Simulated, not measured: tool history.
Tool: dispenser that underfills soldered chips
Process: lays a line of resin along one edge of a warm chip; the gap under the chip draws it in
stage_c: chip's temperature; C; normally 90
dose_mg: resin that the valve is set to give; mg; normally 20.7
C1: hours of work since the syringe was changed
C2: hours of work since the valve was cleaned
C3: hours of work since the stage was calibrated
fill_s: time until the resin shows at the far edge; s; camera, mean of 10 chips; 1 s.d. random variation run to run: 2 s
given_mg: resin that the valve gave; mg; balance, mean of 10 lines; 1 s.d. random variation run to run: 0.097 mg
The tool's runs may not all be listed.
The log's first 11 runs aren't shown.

{"hour": 114.6, "done": "new syringe of resin"}
{"run": 12, "hour": 119.4, "stage_c": 90, "dose_mg": 18.4, "C1": 3, "C2": 17, "C3": 540, "fill_s": 292.5, "given_mg": 18.25}
{"hour": 124.1, "done": "new syringe of resin"}
{"run": 13, "hour": 130.1, "stage_c": 83, "dose_mg": 20.7, "C1": 4, "C2": 24, "C3": 547, "fill_s": 396.3, "given_mg": 20.32}
{"hour": 133.6, "done": "new syringe of resin"}
{"run": 14, "hour": 141.8, "stage_c": 83, "dose_mg": 20.7, "C1": 6, "C2": 33, "C3": 555, "fill_s": 456.1, "given_mg": 20.2}
{"hour": 143.1, "done": "new syringe of resin"}
{"run": 15, "hour": 150.1, "stage_c": 90, "dose_mg": 20.7, "C1": 5, "C2": 38, "C3": 561, "fill_s": 331.9, "given_mg": 20.13}
{"hour": 152.6, "done": "new syringe of resin"}
{"run": 16, "hour": 158.3, "stage_c": 93, "dose_mg": 20.7, "C1": 4, "C2": 44, "C3": 567, "fill_s": 276.8, "given_mg": 20.15}
{"hour": 161.6, "done": "new syringe of resin"}
{"hour": 171.4, "done": "new syringe of resin"}
{"run": 17, "hour": 171.4, "stage_c": 93, "dose_mg": 20.7, "C1": 0, "C2": 53, "C3": 575, "fill_s": 198.5, "given_mg": 19.99}
{"run": 18, "hour": 179.1, "stage_c": 96, "dose_mg": 19.2, "C1": 5, "C2": 58, "C3": 581, "fill_s": 284.5, "given_mg": 18.35}
{"hour": 181.6, "done": "new syringe of resin"}
{"hour": 190.8, "done": "new syringe of resin"}
{"run": 19, "hour": 190.8, "stage_c": 92, "dose_mg": 23.6, "C1": 0, "C2": 66, "C3": 589, "fill_s": 205.3, "given_mg": 22.23}
{"hour": 199.8, "done": "new syringe of resin"}
{"run": 20, "hour": 203.8, "stage_c": 102, "dose_mg": 23.9, "C1": 3, "C2": 75, "C3": 598, "fill_s": 183.5, "given_mg": 22.69}
{"hour": 210.1, "done": "new syringe of resin"}
{"run": 21, "hour": 211.6, "stage_c": 102, "dose_mg": 23.9, "C1": 1, "C2": 80, "C3": 603, "fill_s": 163.1, "given_mg": 22.33}
{"hour": 219.8, "done": "new syringe of resin"}
{"run": 22, "hour": 219.8, "stage_c": 85, "dose_mg": 22.3, "C1": 0, "C2": 86, "C3": 608, "fill_s": 261.9, "given_mg": 20.78}
{"run": 23, "hour": 227.3, "stage_c": 85, "dose_mg": 22.3, "C1": 5, "C2": 91, "C3": 614, "fill_s": 401.5, "given_mg": 20.58}
{"hour": 229.6, "done": "new syringe of resin"}
{"run": 24, "hour": 235.5, "stage_c": 91, "dose_mg": 20.7, "C1": 4, "C2": 96, "C3": 619, "fill_s": 303.9, "given_mg": 18.92}
{"hour": 239.0, "done": "new syringe of resin"}
{"run": 25, "hour": 244.3, "stage_c": 91, "dose_mg": 20.7, "C1": 4, "C2": 102, "C3": 625, "fill_s": 294.5, "given_mg": 18.85}
{"hour": 248.3, "done": "new syringe of resin"}
{"run": 26, "hour": 254.8, "stage_c": 98, "dose_mg": 18.2, "C1": 5, "C2": 110, "C3": 633, "fill_s": 258.7, "given_mg": 16.41}
{"hour": 257.9, "done": "new syringe of resin"}
{"hour": 267.6, "done": "new syringe of resin"}
{"run": 27, "hour": 268.4, "stage_c": 98, "dose_mg": 18.2, "C1": 1, "C2": 119, "C3": 642, "fill_s": 189.5, "given_mg": 16.47}
{"hour": 276.9, "done": "new syringe of resin"}
{"run": 28, "hour": 279.0, "stage_c": 83, "dose_mg": 20.2, "C1": 1, "C2": 126, "C3": 649, "fill_s": 326.9, "given_mg": 18.17}
{"hour": 284.8, "done": "dispensing valve cleaned and set on the balance"}
{"hour": 286.8, "done": "new syringe of resin"}
{"run": 29, "hour": 287.6, "stage_c": 83, "dose_mg": 20.2, "C1": 1, "C2": 2, "C3": 654, "fill_s": 295.2, "given_mg": 20.3}
{"hour": 296.4, "done": "new syringe of resin"}
{"run": 30, "hour": 303.9, "stage_c": 83, "dose_mg": 20.2, "C1": 5, "C2": 13, "C3": 665, "fill_s": 437.1, "given_mg": 20.02}
{"hour": 305.4, "done": "new syringe of resin"}
{"run": 31, "hour": 311.8, "stage_c": 78, "dose_mg": 25.7, "C1": 4, "C2": 18, "C3": 671, "fill_s": 488.4, "given_mg": 25.22}
{"hour": 314.9, "done": "new syringe of resin"}
{"run": 32, "hour": 323.4, "stage_c": 78, "dose_mg": 25.7, "C1": 6, "C2": 26, "C3": 679, "fill_s": 553.2, "given_mg": 25.13}
{"hour": 325.1, "done": "new syringe of resin"}
{"run": 33, "hour": 332.3, "stage_c": 86, "dose_mg": 26.1, "C1": 5, "C2": 32, "C3": 685, "fill_s": 391.9, "given_mg": 25.45}

Below are 4 alternative next runs, each starting from the tool's condition after run 33. Predict each:
{"hour": 335.0, "done": "new syringe of resin"}
{"hour": 345.0, "done": "new syringe of resin"}
{"run": "A", "hour": 348.9, "stage_c": 97, "dose_mg": 20.3, "C1": 3, "C2": 44, "C3": 696, "fill_s": "?", "given_mg": "?"}
{"hour": 335.0, "done": "new syringe of resin"}
{"hour": 345.0, "done": "new syringe of resin"}
{"run": "B", "hour": 348.9, "stage_c": 90, "dose_mg": 24, "C1": 3, "C2": 44, "C3": 696, "fill_s": "?", "given_mg": "?"}
{"hour": 335.0, "done": "new syringe of resin"}
{"hour": 345.0, "done": "new syringe of resin"}
{"run": "C", "hour": 348.9, "stage_c": 82, "dose_mg": 21.3, "C1": 3, "C2": 44, "C3": 696, "fill_s": "?", "given_mg": "?"}
{"hour": 335.0, "done": "new syringe of resin"}
{"hour": 345.0, "done": "new syringe of resin"}
{"run": "D", "hour": 348.9, "stage_c": 78, "dose_mg": 23.5, "C1": 3, "C2": 44, "C3": 696, "fill_s": "?", "given_mg": "?"}

run=A fill_s=222.3 given_mg=19.51
run=B fill_s=281.2 given_mg=23.07
run=C fill_s=380.1 given_mg=20.69
run=D fill_s=428.4 given_mg=22.7
Without the tool's unlogged condition, the same runs would have read:
run=A fill_s=155 given_mg=20.16
run=B fill_s=195.6 given_mg=23.85
run=C fill_s=262.2 given_mg=21.39
run=D fill_s=294.8 given_mg=23.47

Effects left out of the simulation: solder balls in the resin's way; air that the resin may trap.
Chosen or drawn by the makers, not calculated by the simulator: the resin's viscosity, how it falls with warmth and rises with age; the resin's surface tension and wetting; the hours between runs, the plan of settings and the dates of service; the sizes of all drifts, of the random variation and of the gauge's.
